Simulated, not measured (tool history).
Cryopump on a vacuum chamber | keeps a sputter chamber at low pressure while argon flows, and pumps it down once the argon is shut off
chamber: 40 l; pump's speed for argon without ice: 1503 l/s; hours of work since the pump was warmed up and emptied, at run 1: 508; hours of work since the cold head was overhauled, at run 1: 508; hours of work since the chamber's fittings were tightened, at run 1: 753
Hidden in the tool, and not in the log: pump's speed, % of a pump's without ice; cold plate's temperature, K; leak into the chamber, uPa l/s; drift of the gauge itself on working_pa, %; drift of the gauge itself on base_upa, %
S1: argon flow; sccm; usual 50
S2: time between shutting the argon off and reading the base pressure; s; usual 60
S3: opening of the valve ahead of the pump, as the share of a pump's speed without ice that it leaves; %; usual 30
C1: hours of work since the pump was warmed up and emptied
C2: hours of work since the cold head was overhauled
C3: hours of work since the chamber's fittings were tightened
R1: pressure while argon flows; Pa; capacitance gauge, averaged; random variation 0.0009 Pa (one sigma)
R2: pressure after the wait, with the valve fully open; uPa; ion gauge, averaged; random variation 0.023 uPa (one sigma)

run	hour	S1	S2	S3	C1	C2	C3	R1	R2
1	0	50	60	30	508	508	753	0.1953	1.21
2	24.7	50	24	30	522	522	767	0.1962	2.01
3	48.5	50	75	30	535	535	781	0.196	1.1
4	69.6	50	165	30	547	547	793	0.196	0.93
5	84	50	60	30	555	555	801	0.1979	1.25
6	100.4	50	35	30	565	565	810	0.1971	1.61
7	124	50	60	30	578	578	824	0.1961	1.27
8	140.2	50	29	30	587	587	833	0.1973	1.86
9	155.9	50	29	30	596	596	842	0.1957	1.85
10	169.8	67	29	30	604	604	850	0.2635	1.86
11	186.2	50	189	30	613	613	859	0.1982	0.92
12	200.2	36	60	30	621	621	867	0.1432	1.33
13	228.1	36	60	30	637	637	882	0.1426	1.33
14	245.3	36	60	30	647	647	892	0.1414	1.33
15	274.4	61	60	30	663	663	909	0.2429	1.32
16	299	61	60	30	677	677	923	0.2406	1.35
17	311.2	61	60	30	684	684	930	0.2398	1.34
18	338.3	24	291	15	699	699	945	0.1851	0.88
19	351.1	24	92	22	706	706	952	0.129	1.18
20	372.4	24	92	22	718	718	964	0.1271	1.21
21	385.5	50	244	30	726	726	972	0.199	0.95
22	399.4	66	28	51	734	734	979	0.1619	2.03
23	414.9	66	28	51	743	743	988	0.1622	2.04
24	429.1	50	201	30	751	751	996	0.2003	1.06
25	447.9	50	38	21	761	761	1007	0.2803	1.8
26	469.4	50	60	23	773	773	1019	0.259	1.43
# hour 487.6: pump warmed up, emptied and cooled again
27	491.6	56	52	23	2	783	1029	0.2744	1.38
28	519.1	38	52	23	18	799	1044	0.1864	1.33
29	548.2	36	27	31	34	815	1061	0.1316	1.98
30	577	35	99	21	51	831	1077	0.1875	1.1
31	592.5	35	99	21	59	840	1086	0.1892	1.13
32	607.3	35	99	21	68	849	1094	0.1887	1.05
33	636.7	35	259	20	84	865	1111	0.197	0.92

Forecast each of these 4 alternatives for the next run:
A	661	50	223	30	98	879	1125	?	?
B	661	61	129	37	98	879	1125	?	?
C	661	100	254	27	98	879	1125	?	?
D	661	45	60	59	98	879	1125	?	?

run	R1	R2
A	0.1886	0.93
B	0.1886	1.11
C	0.4203	0.9
D	0.0873	1.33
Without the tool's hidden state the same runs would have given:
run	R1	R2
A	0.1866	0.33
B	0.1862	0.51
C	0.4165	0.3
D	0.0856	0.73

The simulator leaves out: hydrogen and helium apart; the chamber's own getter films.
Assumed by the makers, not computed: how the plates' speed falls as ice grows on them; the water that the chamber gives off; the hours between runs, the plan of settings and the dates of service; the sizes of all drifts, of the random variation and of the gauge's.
